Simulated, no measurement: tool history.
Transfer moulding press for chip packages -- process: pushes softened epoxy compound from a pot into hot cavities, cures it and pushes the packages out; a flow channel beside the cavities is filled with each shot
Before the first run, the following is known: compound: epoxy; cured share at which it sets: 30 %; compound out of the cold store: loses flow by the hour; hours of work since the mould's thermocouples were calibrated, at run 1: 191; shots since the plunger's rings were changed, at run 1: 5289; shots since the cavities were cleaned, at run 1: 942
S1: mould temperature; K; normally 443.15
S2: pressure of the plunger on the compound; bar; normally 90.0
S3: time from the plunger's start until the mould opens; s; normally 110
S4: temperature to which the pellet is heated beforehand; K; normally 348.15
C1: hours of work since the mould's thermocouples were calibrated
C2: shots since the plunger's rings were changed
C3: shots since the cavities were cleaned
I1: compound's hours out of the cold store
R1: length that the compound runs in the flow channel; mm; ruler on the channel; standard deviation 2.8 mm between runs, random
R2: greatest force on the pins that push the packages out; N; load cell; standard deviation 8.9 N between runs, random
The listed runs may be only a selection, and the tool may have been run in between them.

run 1 hour=0.0 | S1=443.15 S2=90.0 S3=110 S4=348.15 | C1=191 C2=5289 C3=942 | I1=33.6 | R1=765 R2=426
run 2 hour=11.4 | S1=443.15 S2=90.0 S3=110 S4=348.15 | C1=196 C2=5360 C3=1013 | I1=28.7 | R1=786 R2=427
run 3 hour=21.7 | S1=445.15 S2=90.0 S3=110 S4=348.15 | C1=200 C2=5424 C3=1077 | I1=14.3 | R1=831 R2=407
run 4 hour=29.5 | S1=445.15 S2=90.0 S3=110 S4=348.15 | C1=203 C2=5472 C3=1125 | I1=19.7 | R1=811 R2=401
-- hour=38.0 cavities cleaned with cleaning compound and waxed
run 5 hour=39.5 | S1=445.15 S2=90.0 S3=110 S4=348.15 | C1=206 C2=5526 C3=10 | I1=38.2 | R1=742 R2=383
run 6 hour=45.6 | S1=445.15 S2=90.0 S3=110 S4=348.15 | C1=209 C2=5564 C3=48 | I1=12.5 | R1=836 R2=390
run 7 hour=57.3 | S1=443.15 S2=90.0 S3=110 S4=348.15 | C1=214 C2=5637 C3=121 | I1=38.7 | R1=747 R2=428
run 8 hour=68.9 | S1=443.15 S2=90.0 S3=90 S4=348.15 | C1=218 C2=5709 C3=193 | I1=21.2 | R1=814 R2=638
run 9 hour=77.3 | S1=443.15 S2=90.0 S3=90 S4=348.15 | C1=222 C2=5761 C3=245 | I1=46.0 | R1=730 R2=596
run 10 hour=87.3 | S1=443.15 S2=90.0 S3=110 S4=348.15 | C1=226 C2=5823 C3=307 | I1=25.7 | R1=794 R2=419
run 11 hour=95.4 | S1=443.15 S2=90.0 S3=110 S4=348.15 | C1=229 C2=5874 C3=358 | I1=13.1 | R1=841 R2=437
run 12 hour=106.8 | S1=443.15 S2=90.0 S3=110 S4=348.15 | C1=233 C2=5945 C3=429 | I1=26.6 | R1=794 R2=420
run 13 hour=121.5 | S1=443.15 S2=90.0 S3=110 S4=357.15 | C1=239 C2=6037 C3=521 | I1=28.5 | R1=779 R2=423
run 14 hour=127.5 | S1=443.15 S2=90.0 S3=110 S4=357.15 | C1=242 C2=6074 C3=558 | I1=21.6 | R1=808 R2=425
run 15 hour=137.5 | S1=443.15 S2=70.9 S3=111 S4=357.15 | C1=246 C2=6137 C3=621 | I1=43.3 | R1=651 R2=417
run 16 hour=147.2 | S1=443.15 S2=82.5 S3=102 S4=348.15 | C1=250 C2=6197 C3=681 | I1=27.5 | R1=748 R2=489
run 17 hour=153.7 | S1=443.15 S2=82.5 S3=143 S4=356.15 | C1=252 C2=6238 C3=722 | I1=27.1 | R1=751 R2=339

For run 18, what comes out?
run 18 hour=163.4 | S1=443.15 S2=90.0 S3=144 S4=351.15 | C1=256 C2=6298 C3=782 | I1=39.5 | R1=? R2=?

R1: 747 mm
R2: 338 N
Without the tool's hidden state the same run would have given R1 748 mm, R2 336 N.
